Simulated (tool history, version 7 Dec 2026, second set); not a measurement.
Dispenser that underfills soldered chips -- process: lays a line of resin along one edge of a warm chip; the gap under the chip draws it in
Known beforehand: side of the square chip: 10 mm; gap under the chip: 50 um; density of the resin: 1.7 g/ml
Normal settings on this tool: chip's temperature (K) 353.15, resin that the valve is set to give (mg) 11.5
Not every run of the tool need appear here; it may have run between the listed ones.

| run | day | chip's temperature (K) | resin that the valve is set to give (mg) | time until the resin shows at the far edge (s) | resin that the valve gave (mg) |
|---|---|---|---|---|---|
| 1 | 0.000 | 353.15 | 11.5 | 44.3 | 11.39 |
|  | 0.196 | new syringe of resin |
| 2 | 0.479 | 353.15 | 11.5 | 37.6 | 11.36 |
| 3 | 0.817 | 353.15 | 11.5 | 51.8 | 11.29 |
|  | 0.879 | new syringe of resin |
| 4 | 1.304 | 353.15 | 11.5 | 42.7 | 11.25 |
|  | 1.529 | new syringe of resin |
| 5 | 1.783 | 353.15 | 11.5 | 36.7 | 11.20 |
| 6 | 2.129 | 339.15 | 13.9 | 92.2 | 13.36 |
|  | 2.183 | new syringe of resin |
|  | 2.288 | dispensing valve cleaned and set on the balance |
|  | 2.904 | new syringe of resin |
| 7 | 2.904 | 349.15 | 13.9 | 32.5 | 13.91 |
| 8 | 3.400 | 348.15 | 11.4 | 55.1 | 11.28 |
|  | 3.562 | new syringe of resin |
| 9 | 3.750 | 353.15 | 13.1 | 33.4 | 12.97 |
| 10 | 4.042 | 353.15 | 13.1 | 43.2 | 12.85 |

Predict each of these 5 candidate next runs independently; none follows another, all start after run 10:
|  | 4.242 | new syringe of resin |
| A | 4.508 | 353.15 | 13.1 | ? | ? |
|  | 4.242 | new syringe of resin |
| B | 4.508 | 351.15 | 14.4 | ? | ? |
|  | 4.242 | new syringe of resin |
| C | 4.508 | 345.15 | 13.1 | ? | ? |
|  | 4.242 | new syringe of resin |
| D | 4.508 | 351.15 | 14.1 | ? | ? |
|  | 4.242 | new syringe of resin |
| E | 4.508 | 365.15 | 10.6 | ? | ? |

| run | time until the resin shows at the far edge (s) | resin that the valve gave (mg) |
|---|---|---|
| A | 36.8 | 12.91 |
| B | 39.4 | 13.97 |
| C | 51.6 | 12.77 |
| D | 39.5 | 13.66 |
| E | 22.6 | 10.30 |
Had the tool no hidden state, the same runs would have come out as:
| run | time until the resin shows at the far edge (s) | resin that the valve gave (mg) |
|---|---|---|
| A | 30.4 | 13.25 |
| B | 32.6 | 14.35 |
| C | 42.8 | 13.12 |
| D | 32.7 | 14.03 |
| E | 18.5 | 10.58 |
